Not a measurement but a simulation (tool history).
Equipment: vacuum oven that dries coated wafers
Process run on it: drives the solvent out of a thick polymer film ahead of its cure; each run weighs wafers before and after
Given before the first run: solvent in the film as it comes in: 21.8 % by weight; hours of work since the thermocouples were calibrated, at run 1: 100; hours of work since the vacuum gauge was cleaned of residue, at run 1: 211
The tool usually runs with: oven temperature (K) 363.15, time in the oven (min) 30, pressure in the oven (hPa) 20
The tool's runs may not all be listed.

run	hour	oven temperature (K)	time in the oven (min)	pressure in the oven (hPa)	hours of work since the thermocouples were calibrated	hours of work since the vacuum gauge was cleaned of residue	solvent left in the film (%)
1	0	363.15	30	20	100	211	4.24
2	30	363.15	30	20	123	235	4.27
3	61.3	363.15	30	20	148	260	4.24
4	87.8	363.15	17	20	169	281	6.02
5	119.1	363.15	17	20	194	305	6
6	155.5	363.15	17	20	222	334	6.03
7	182.3	363.15	30	12.5	244	355	3.08
8	205.2	363.15	20	20	262	374	5.4
9	237.7	363.15	20	20	287	399	5.38
10	254.6	363.15	20	20	301	413	5.35
11	277	363.15	20	20	318	430	5.23
12	309.4	363.15	20	20	344	456	5.39
13	345.8	363.15	20	20	373	485	5.32
14	365.2	363.15	30	20	388	500	4.31
15	383.1	363.15	30	20	402	514	4.31
16	417.9	363.15	30	20	430	541	4.3
17	434.9	363.15	30	20	443	555	4.27
18	455.5	352.15	47	20	459	571	6.65
19	474.3	363.15	43	71.9	474	586	12.85
20	508.1	363.15	43	71.9	501	613	12.73
21	523.6	374.15	39	31.5	513	625	3.91
# hour 528.1: oven's thermocouples calibrated
22	554	374.15	39	31.5	21	647	3.81
23	590.5	369.15	44	31.4	49	676	4.51
24	612.8	369.15	44	31.4	67	694	4.62
25	635.8	362.15	23	20	85	712	5.04
# hour 652.3: oven's thermocouples calibrated, once more
26	663.2	363.15	30	11.3	9	732	3.04
27	693.1	363.15	30	11.3	32	756	3.11
28	709.8	363.15	40	52.1	45	769	9.74
29	742.2	360.15	26	20	71	795	5.56
30	766.6	360.15	26	20	90	814	5.74
31	789.5	358.15	40	30.6	108	832	7.5

Forecast each of these 4 alternatives for the next run:
A	805.9	371.15	30	20	121	845	?
B	805.9	369.15	30	16	121	845	?
C	805.9	358.15	19	62.6	121	845	?
D	805.9	374.15	36	75.1	121	845	?

run	solvent left in the film (%)
A	3.05
B	2.85
C	15.06
D	9.12
Without the tool's hidden state the same runs would have given:
run	solvent left in the film (%)
A	2.66
B	2.42
C	14.68
D	8.85
